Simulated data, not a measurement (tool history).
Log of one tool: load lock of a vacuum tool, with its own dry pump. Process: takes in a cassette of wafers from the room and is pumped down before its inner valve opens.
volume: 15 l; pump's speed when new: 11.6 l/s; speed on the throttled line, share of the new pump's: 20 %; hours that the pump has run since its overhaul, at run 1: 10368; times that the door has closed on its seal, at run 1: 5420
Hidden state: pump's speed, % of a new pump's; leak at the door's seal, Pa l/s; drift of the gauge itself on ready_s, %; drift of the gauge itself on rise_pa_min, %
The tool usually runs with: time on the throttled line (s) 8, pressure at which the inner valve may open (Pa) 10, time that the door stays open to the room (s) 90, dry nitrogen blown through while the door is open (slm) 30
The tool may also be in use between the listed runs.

run	hour	time on the throttled line (s)	pressure at which the inner valve may open (Pa)	time that the door stays open to the room (s)	dry nitrogen blown through while the door is open (slm)	hours that the pump has run since its overhaul	times that the door has closed on its seal	incoming humidity of the room's air, %	time from the closed door until the inner valve may open (s)	rise of the pressure with all valves shut (Pa/min)
1	0	8	10	90	30	10368	5420	43.6	19.1	0.072
2	98.7	8	10	90	30	10467	5575	47.6	19.3	0.076
3	158.9	8	9	90	30	10527	5670	44.5	19.3	0.072
4	274.9	8	9	90	30	10643	5852	41.8	19.8	0.074
5	344.5	8	9	90	30	10713	5962	45.9	19.5	0.081
6	398.3	8	9	90	30	10766	6046	44.5	19	0.084
7	458.5	8	9	90	30	10827	6141	49.7	19.5	0.089
8	563.1	8	9	90	30	10931	6306	41.9	19.5	0.074
9	663.3	8	10	43	30	11031	6463	47.6	19.2	0.068
10	735.5	8	10	43	30	11104	6577	45.9	19.6	0.071
11	835.4	8	10	43	30	11204	6734	47.2	19.5	0.066
12	901.8	8	10	43	30	11270	6839	47.2	19.2	0.062
13	1002.9	8	10	90	8	11371	6998	42.1	19.3	0.123
14	1090.6	8	11	90	30	11459	7136	44.5	19.4	0.079
15	1191.6	8	11	90	30	11560	7295	47.6	19.1	0.086
16	1294.8	8	11	90	30	11663	7457	45.6	19.5	0.084
17	1387	8	10	90	30	11755	7602	43.9	19.7	0.094
18	1440.9	8	10	90	4	11809	7687	42.5	19.2	0.134
19	1539.2	8	10	90	30	11907	7842	42.9	19.3	0.078
20	1642.5	8	15	90	30	12011	8004	44.1	18.8	0.08
21	1691.1	6	8	51	4	12059	8081	45.4	18.1	0.118
22	1744.5	11	14	224	8	12113	8165	44.1	21.4	0.159
23	1830.9	5	10	90	37	12199	8301	47.2	17.2	0.08
24	1945.8	5	10	90	37	12314	8482	44.4	16.9	0.078
25	2020.8	10	10	91	37	12389	8600	47.5	21	0.086
26	2110.7	4	18	90	30	12479	8741	46.3	15.3	0.091
27	2199.9	8	10	150	21	12568	8881	45.3	19.3	0.117
28	2312.8	8	10	208	8	12681	9059	44.8	19.3	0.165
29	2424.8	8	10	208	8	12793	9235	46.6	19.4	0.172
30	2507.4	6	14	90	34	12876	9365	44.7	17.7	0.083
31	2622.2	8	15	90	26	12990	9546	43.5	19	0.095
32	2693.3	8	10	30	30	13061	9658	42.3	19.6	0.067
33	2788.6	12	10	90	30	13157	9808	44.7	22.4	0.09
34	2854.5	12	10	90	30	13223	9911	45	22.6	0.092
35	2926.5	12	10	90	30	13295	10025	45.4	22.3	0.094
36	2986.3	12	8	133	30	13354	10119	44.1	23.1	0.101
37	3061.7	13	19	90	15	13430	10237	47.7	22.8	0.125

How would selected steps in time from the closed door until the inner valve may open (s) from run to run divide? Give the signed amount a tool lacking its hidden state would still show from settings, what came in and random variation, and the signed amount left for the hidden state, including any gauge scatter that is not in both of the compared results.
Run 2 -> 3: pressure at which the inner valve may open (Pa) 10 -> 9. time from the closed door until the inner valve may open (s) +0: hidden state +0.1, all else -0.1.
Run 5 -> 6: no setting touched and nothing written in the log between the runs. time from the closed door until the inner valve may open (s) -0.5: hidden state -0.1, all else -0.4.
Run 6 -> 7: no setting touched and nothing written in the log between the runs. time from the closed door until the inner valve may open (s) +0.5: hidden state +0.1, all else +0.4.
Run 22 -> 23: time on the throttled line (s) 11 -> 5, pressure at which the inner valve may open (Pa) 14 -> 10, time that the door stays open to the room (s) 224 -> 90, dry nitrogen blown through while the door is open (slm) 8 -> 37. time from the closed door until the inner valve may open (s) -4.2: hidden state +0.1, all else -4.3.
Run 24 -> 25: time on the throttled line (s) 5 -> 10, time that the door stays open to the room (s) 90 -> 91. time from the closed door until the inner valve may open (s) +4.1: hidden state -0.1, all else +4.2.
Run 25 -> 26: time on the throttled line (s) 10 -> 4, pressure at which the inner valve may open (Pa) 10 -> 18, time that the door stays open to the room (s) 91 -> 90, dry nitrogen blown through while the door is open (slm) 37 -> 30. time from the closed door until the inner valve may open (s) -5.7: hidden state +0.1, all else -5.8.

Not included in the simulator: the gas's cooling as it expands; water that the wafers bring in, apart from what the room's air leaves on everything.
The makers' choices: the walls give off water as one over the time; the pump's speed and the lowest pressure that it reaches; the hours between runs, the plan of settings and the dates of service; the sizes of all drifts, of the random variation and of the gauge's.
